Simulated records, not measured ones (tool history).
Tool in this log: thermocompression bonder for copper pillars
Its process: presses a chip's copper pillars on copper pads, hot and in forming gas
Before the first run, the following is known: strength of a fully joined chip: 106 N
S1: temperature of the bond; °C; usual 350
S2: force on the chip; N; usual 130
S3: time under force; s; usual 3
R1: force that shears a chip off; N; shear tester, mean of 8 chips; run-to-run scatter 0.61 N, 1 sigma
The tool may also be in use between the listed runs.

| run | hour | S1 | S2 | S3 | R1 |
|---|---|---|---|---|---|
| 1 | 0.0 | 350 | 130 | 3 | 56.7 |
| 2 | 25.6 | 350 | 130 | 3 | 56.8 |
| 3 | 41.1 | 350 | 130 | 3 | 57.4 |
| 4 | 60.0 | 350 | 130 | 3 | 56.0 |
| 5 | 79.9 | 350 | 130 | 4 | 62.1 |
| 6 | 101.2 | 350 | 130 | 4 | 60.6 |
| 7 | 122.1 | 350 | 130 | 4 | 60.4 |
| 8 | 142.1 | 350 | 130 | 3 | 55.3 |
| 9 | 169.3 | 350 | 130 | 3 | 56.0 |
| 10 | 190.9 | 350 | 130 | 2 | 48.1 |
| 11 | 223.3 | 350 | 130 | 2 | 48.4 |
| 12 | 255.0 | 350 | 183 | 4 | 76.7 |
| 13 | 282.2 | 353 | 183 | 4 | 77.3 |
| 14 | 297.2 | 350 | 140 | 2 | 51.1 |
|  | 310.7 | forming gas filter changed |
| 15 | 328.8 | 350 | 140 | 2 | 55.8 |
| 16 | 358.9 | 350 | 140 | 2 | 55.4 |
| 17 | 376.3 | 347 | 140 | 2 | 53.2 |
| 18 | 394.9 | 369 | 128 | 2 | 60.0 |
| 19 | 423.0 | 350 | 112 | 6 | 65.4 |

Forecast each of these 5 alternatives for the next run:
| A | 440.9 | 356 | 112 | 6 | ? |
| B | 440.9 | 341 | 81 | 2 | ? |
| C | 440.9 | 326 | 130 | 7 | ? |
| D | 440.9 | 351 | 154 | 4 | ? |
| E | 440.9 | 333 | 162 | 2 | ? |

| run | R1 |
|---|---|
| A | 67.1 |
| B | 29.4 |
| C | 62.3 |
| D | 73.2 |
| E | 54.5 |
What these runs would have given with no unlogged condition in the tool:
| run | R1 |
|---|---|
| A | 69.2 |
| B | 30.5 |
| C | 64.1 |
| D | 75.4 |
| E | 56.3 |
